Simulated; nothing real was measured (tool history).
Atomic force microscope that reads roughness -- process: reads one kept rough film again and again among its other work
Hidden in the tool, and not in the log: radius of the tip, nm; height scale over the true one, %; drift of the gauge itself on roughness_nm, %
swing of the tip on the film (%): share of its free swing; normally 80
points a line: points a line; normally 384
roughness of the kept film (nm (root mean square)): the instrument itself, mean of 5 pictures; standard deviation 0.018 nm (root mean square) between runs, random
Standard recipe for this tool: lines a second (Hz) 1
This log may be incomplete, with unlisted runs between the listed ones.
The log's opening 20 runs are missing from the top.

run    hour  lines a second (Hz)  swing of the tip on the film (%)  points a line  pictures with this tip  hours of work since the height scale was calibrated  roughness of the kept film (nm (root mean square))
 21   672.1                 1.57                                56            285                     157                                                 1406                                               4.656
      714.1  -- new tip fitted
 22     716                 3.42                                80            306                       3                                                 1437                                               3.603
 23   755.9                 3.42                                73            685                      72                                                 1466                                                3.89
 24   778.1                    1                                80            788                     111                                                 1482                                               4.383
 25   809.1                 1.26                                63            316                     165                                                 1504                                               4.585
      847.6  -- new tip fitted
 26   853.1                 1.96                                80            384                      10                                                 1535                                               4.075
 27   897.8                    2                                80            384                      87                                                 1567                                               4.003
 28   922.4                 2.27                                80            417                     130                                                 1585                                                 3.9
 29   955.1                 2.31                                76            740                     186                                                 1608                                               4.019
      982.4  -- new tip fitted
 30   995.4                 0.74                                80            557                      22                                                 1636                                               4.594
 31  1038.2                 0.74                                80            497                      96                                                 1667                                               4.566
 32  1079.3                 1.68                                80            532                     167                                                 1696                                               4.078
 33    1103                 1.68                                57            494                     208                                                 1713                                                4.59
     1116.3  -- new tip fitted
 34  1141.9                    1                                80            279                      44                                                 1741                                               4.453
 35  1178.9                 0.83                                81            959                     108                                                 1767                                               4.466

Here are 4 independent what-if runs from the current tool condition. What would each one return?
  A  1223.7                 2.43                                56            528                     186                                                 1799                                                   ?
  B  1223.7                 1.08                                81            959                     186                                                 1799                                                   ?
  C  1223.7                    1                                89            423                     186                                                 1799                                                   ?
  D  1223.7                 1.26                                81           1002                     186                                                 1799                                                   ?

run  roughness of the kept film (nm (root mean square))
  A                                               4.512
  B                                               4.325
  C                                               4.076
  D                                               4.215
Without the tool's hidden state the same runs would have given:
run  roughness of the kept film (nm (root mean square))
  A                                               4.651
  B                                               4.458
  C                                               4.202
  D                                               4.344
